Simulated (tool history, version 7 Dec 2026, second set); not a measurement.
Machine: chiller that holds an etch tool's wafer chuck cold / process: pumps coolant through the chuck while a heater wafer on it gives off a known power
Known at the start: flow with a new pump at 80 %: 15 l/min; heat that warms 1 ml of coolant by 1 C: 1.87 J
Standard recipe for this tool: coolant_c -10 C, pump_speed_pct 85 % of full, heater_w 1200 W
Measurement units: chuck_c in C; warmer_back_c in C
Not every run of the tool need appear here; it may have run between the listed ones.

{"run": 1, "day": 0.0, "coolant_c": -10, "pump_speed_pct": 85, "heater_w": 1200, "chuck_c": 3.1, "warmer_back_c": 2.42}
{"run": 2, "day": 1.508, "coolant_c": -10, "pump_speed_pct": 85, "heater_w": 1200, "chuck_c": 3.1, "warmer_back_c": 2.42}
{"run": 3, "day": 2.25, "coolant_c": -10, "pump_speed_pct": 85, "heater_w": 1200, "chuck_c": 3.0, "warmer_back_c": 2.42}
{"run": 4, "day": 3.875, "coolant_c": -10, "pump_speed_pct": 85, "heater_w": 1200, "chuck_c": 3.0, "warmer_back_c": 2.44}
{"run": 5, "day": 5.488, "coolant_c": -10, "pump_speed_pct": 85, "heater_w": 1200, "chuck_c": 3.0, "warmer_back_c": 2.44}
{"run": 6, "day": 6.483, "coolant_c": -10, "pump_speed_pct": 85, "heater_w": 1200, "chuck_c": 2.9, "warmer_back_c": 2.38}
{"run": 7, "day": 7.754, "coolant_c": -10, "pump_speed_pct": 85, "heater_w": 1200, "chuck_c": 2.9, "warmer_back_c": 2.4}
{"run": 8, "day": 8.775, "coolant_c": -10, "pump_speed_pct": 85, "heater_w": 1200, "chuck_c": 3.0, "warmer_back_c": 2.42}
{"run": 9, "day": 10.146, "coolant_c": -10, "pump_speed_pct": 85, "heater_w": 1200, "chuck_c": 3.0, "warmer_back_c": 2.42}
{"run": 10, "day": 11.621, "coolant_c": -10, "pump_speed_pct": 85, "heater_w": 1200, "chuck_c": 3.1, "warmer_back_c": 2.42}
{"run": 11, "day": 13.229, "coolant_c": -10, "pump_speed_pct": 85, "heater_w": 1200, "chuck_c": 3.0, "warmer_back_c": 2.36}
{"run": 12, "day": 14.017, "coolant_c": -10, "pump_speed_pct": 62, "heater_w": 1200, "chuck_c": 5.3, "warmer_back_c": 3.31}
{"run": 13, "day": 15.6, "coolant_c": -10, "pump_speed_pct": 85, "heater_w": 1200, "chuck_c": 3.0, "warmer_back_c": 2.44}
{"run": 14, "day": 16.633, "coolant_c": -10, "pump_speed_pct": 85, "heater_w": 1200, "chuck_c": 3.1, "warmer_back_c": 2.39}
{"run": 15, "day": 17.946, "coolant_c": -10, "pump_speed_pct": 85, "heater_w": 1200, "chuck_c": 3.0, "warmer_back_c": 2.41}
{"run": 16, "day": 19.038, "coolant_c": -10, "pump_speed_pct": 85, "heater_w": 1200, "chuck_c": 3.2, "warmer_back_c": 2.4}
{"run": 17, "day": 20.375, "coolant_c": -10, "pump_speed_pct": 85, "heater_w": 1200, "chuck_c": 3.1, "warmer_back_c": 2.4}
{"run": 18, "day": 21.175, "coolant_c": -10, "pump_speed_pct": 85, "heater_w": 753, "chuck_c": -1.8, "warmer_back_c": 1.48}
{"run": 19, "day": 22.117, "coolant_c": 0, "pump_speed_pct": 74, "heater_w": 785, "chuck_c": 9.0, "warmer_back_c": 1.79}
{"run": 20, "day": 22.792, "coolant_c": -12, "pump_speed_pct": 61, "heater_w": 891, "chuck_c": -0.3, "warmer_back_c": 2.47}
{"run": 21, "day": 23.938, "coolant_c": -10, "pump_speed_pct": 95, "heater_w": 606, "chuck_c": -3.9, "warmer_back_c": 1.12}
{"run": 22, "day": 25.108, "coolant_c": -10, "pump_speed_pct": 95, "heater_w": 606, "chuck_c": -3.7, "warmer_back_c": 1.11}
{"run": 23, "day": 26.158, "coolant_c": -10, "pump_speed_pct": 95, "heater_w": 606, "chuck_c": -3.8, "warmer_back_c": 1.09}
{"run": 24, "day": 27.504, "coolant_c": -5, "pump_speed_pct": 85, "heater_w": 952, "chuck_c": 5.3, "warmer_back_c": 1.88}
{"run": 25, "day": 28.667, "coolant_c": -19, "pump_speed_pct": 85, "heater_w": 704, "chuck_c": -11.2, "warmer_back_c": 1.42}
{"run": 26, "day": 30.121, "coolant_c": -3, "pump_speed_pct": 70, "heater_w": 1200, "chuck_c": 11.3, "warmer_back_c": 2.95}
{"run": 27, "day": 31.229, "coolant_c": -1, "pump_speed_pct": 85, "heater_w": 1200, "chuck_c": 12.2, "warmer_back_c": 2.38}
{"run": 28, "day": 32.683, "coolant_c": -20, "pump_speed_pct": 75, "heater_w": 1200, "chuck_c": -6.2, "warmer_back_c": 2.75}
{"run": 29, "day": 33.679, "coolant_c": -13, "pump_speed_pct": 75, "heater_w": 910, "chuck_c": -2.4, "warmer_back_c": 2.1}
{"run": 30, "day": 34.879, "coolant_c": -13, "pump_speed_pct": 75, "heater_w": 910, "chuck_c": -2.2, "warmer_back_c": 2.05}
{"run": 31, "day": 35.762, "coolant_c": -13, "pump_speed_pct": 75, "heater_w": 910, "chuck_c": -2.5, "warmer_back_c": 2.09}
{"run": 32, "day": 37.171, "coolant_c": -1, "pump_speed_pct": 77, "heater_w": 687, "chuck_c": 6.9, "warmer_back_c": 1.51}
{"run": 33, "day": 38.208, "coolant_c": -19, "pump_speed_pct": 80, "heater_w": 929, "chuck_c": -8.6, "warmer_back_c": 1.96}

Below are 3 alternative next runs, each starting from the tool's condition after run 33. Predict each:
{"run": "A", "day": 38.958, "coolant_c": -13, "pump_speed_pct": 78, "heater_w": 845, "chuck_c": "?", "warmer_back_c": "?"}
{"run": "B", "day": 38.958, "coolant_c": -19, "pump_speed_pct": 67, "heater_w": 672, "chuck_c": "?", "warmer_back_c": "?"}
{"run": "C", "day": 38.958, "coolant_c": -12, "pump_speed_pct": 64, "heater_w": 929, "chuck_c": "?", "warmer_back_c": "?"}

run=A chuck_c=-3.6 warmer_back_c=1.86
run=B chuck_c=-10.7 warmer_back_c=1.72
run=C chuck_c=-0.5 warmer_back_c=2.45
Take away the tool's hidden state, keep each run's random variation, and the runs would have read:
run=A chuck_c=-3.6 warmer_back_c=1.86
run=B chuck_c=-10.7 warmer_back_c=1.71
run=C chuck_c=-0.5 warmer_back_c=2.45

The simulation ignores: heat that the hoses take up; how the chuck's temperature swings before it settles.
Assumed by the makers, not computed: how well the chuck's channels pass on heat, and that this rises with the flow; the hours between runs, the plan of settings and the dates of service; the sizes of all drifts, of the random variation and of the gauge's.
